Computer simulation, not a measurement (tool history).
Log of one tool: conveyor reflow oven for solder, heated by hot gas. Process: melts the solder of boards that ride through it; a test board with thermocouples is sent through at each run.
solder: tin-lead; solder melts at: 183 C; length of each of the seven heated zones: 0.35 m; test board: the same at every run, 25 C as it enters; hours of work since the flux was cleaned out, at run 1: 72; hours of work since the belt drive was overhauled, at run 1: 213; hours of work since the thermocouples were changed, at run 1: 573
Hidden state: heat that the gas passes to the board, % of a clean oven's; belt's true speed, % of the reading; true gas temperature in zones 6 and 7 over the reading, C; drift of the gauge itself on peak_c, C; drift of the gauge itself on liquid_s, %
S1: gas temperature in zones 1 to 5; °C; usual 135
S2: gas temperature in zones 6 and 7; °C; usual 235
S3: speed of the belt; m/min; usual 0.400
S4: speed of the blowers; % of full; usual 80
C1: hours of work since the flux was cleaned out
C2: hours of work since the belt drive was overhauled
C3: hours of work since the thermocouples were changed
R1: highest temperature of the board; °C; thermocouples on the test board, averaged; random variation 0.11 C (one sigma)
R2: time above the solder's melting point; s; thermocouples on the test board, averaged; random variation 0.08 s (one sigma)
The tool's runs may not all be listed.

run	day	S1	S2	S3	S4	C1	C2	C3	R1	R2
1	0.000	135	235	0.400	80	72	213	573	225.3	86.31
2	3.042	135	235	0.400	80	120	261	620	224.9	86.27
3	7.138	135	235	0.400	80	184	325	684	224.9	86.09
4	8.917	135	235	0.400	80	212	353	712	224.8	86.16
5	11.625	135	235	0.400	80	254	395	755	224.9	85.99
6	13.450	135	235	0.400	80	282	423	783	224.7	85.94
# day 15.604: thermocouples of zones 6 and 7 changed
7	15.621	135	235	0.400	80	315	456	0	221.3	82.93
8	19.538	146	235	0.444	80	376	517	62	219.8	77.78
# day 22.983: flux residue cleaned out of gas plates and filters
9	23.521	146	232	0.444	56	8	577	121	213.5	70.53
10	27.458	123	235	0.400	70	70	638	182	219.7	76.31
11	29.300	135	235	0.400	75	99	667	211	222.5	84.52
12	32.833	135	235	0.400	75	154	722	266	222.3	84.45
13	34.675	135	227	0.422	80	183	751	295	214.5	72.73

Some steps in R1 between neighbouring runs. How much of each would the tool show without its hidden state too (settings, what came in, random variation), and how much is left for the hidden state, with any gauge scatter that isn't in both results?
Run 6 -> 7: thermocouples of zones 6 and 7 changed. R1 -3.4 °C: hidden state -3.3, all else -0.1.
Run 12 -> 13: S2 235 -> 227, S3 0.400 -> 0.422, S4 75 -> 80. R1 -7.8 °C: hidden state -0.1, all else -7.7.
